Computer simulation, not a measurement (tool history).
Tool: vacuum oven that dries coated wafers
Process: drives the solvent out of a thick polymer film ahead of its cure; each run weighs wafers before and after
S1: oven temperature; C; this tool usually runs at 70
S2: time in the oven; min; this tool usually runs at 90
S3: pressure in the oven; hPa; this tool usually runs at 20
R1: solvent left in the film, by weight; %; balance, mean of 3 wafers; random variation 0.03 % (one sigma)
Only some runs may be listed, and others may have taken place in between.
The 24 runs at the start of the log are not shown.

run 25 hour=218.3 | S1=70 S2=86 S3=20 | R1=2.45
run 26 hour=225.9 | S1=75 S2=70 S3=51.7 | R1=3.44
run 27 hour=236.2 | S1=75 S2=70 S3=51.7 | R1=3.41
run 28 hour=243 | S1=57 S2=48 S3=17 | R1=10.7
run 29 hour=250 | S1=57 S2=48 S3=17 | R1=10.79
run 30 hour=255.4 | S1=57 S2=48 S3=17 | R1=10.81
run 31 hour=260.6 | S1=57 S2=48 S3=17 | R1=10.74
run 32 hour=272.2 | S1=57 S2=48 S3=17 | R1=10.62
run 33 hour=280.7 | S1=82 S2=55 S3=21.7 | R1=1.3
run 34 hour=292.3 | S1=64 S2=103 S3=10.7 | R1=3.12
run 35 hour=298.2 | S1=64 S2=103 S3=10.7 | R1=3.08
run 36 hour=308 | S1=60 S2=50 S3=40.6 | R1=10.47
run 37 hour=314.5 | S1=80 S2=75 S3=40.6 | R1=1.87
run 38 hour=321.8 | S1=84 S2=104 S3=71.3 | R1=2.55
run 39 hour=330.5 | S1=63 S2=47 S3=12.1 | R1=7.92
run 40 hour=337.1 | S1=63 S2=47 S3=12.1 | R1=7.9
run 41 hour=349.2 | S1=59 S2=47 S3=12.1 | R1=9.7
run 42 hour=359.9 | S1=59 S2=92 S3=70.3 | R1=10.33
run 43 hour=365.9 | S1=59 S2=92 S3=70.3 | R1=10.22
run 44 hour=374.8 | S1=59 S2=80 S3=14.4 | R1=6.8
run 45 hour=385.9 | S1=61 S2=147 S3=25.1 | R1=3.81
run 46 hour=393.6 | S1=61 S2=147 S3=25.1 | R1=3.87
run 47 hour=404.8 | S1=64 S2=101 S3=27.1 | R1=4.37
run 48 hour=411.8 | S1=64 S2=101 S3=27.1 | R1=4.32

3 ways to go on from here, each from the tool as it stands after run 48. What would each give?
run A hour=422.4 | S1=79 S2=76 S3=10.2 | R1=?
run B hour=422.4 | S1=70 S2=69 S3=20 | R1=?
run C hour=422.4 | S1=70 S2=114 S3=20 | R1=?

run=A R1=0.65
run=B R1=3.29
run=C R1=1.78
The same runs, with their run-to-run variation unchanged, on a tool lacking any hidden condition would have given:
run=A R1=0.65
run=B R1=3.29
run=C R1=1.78
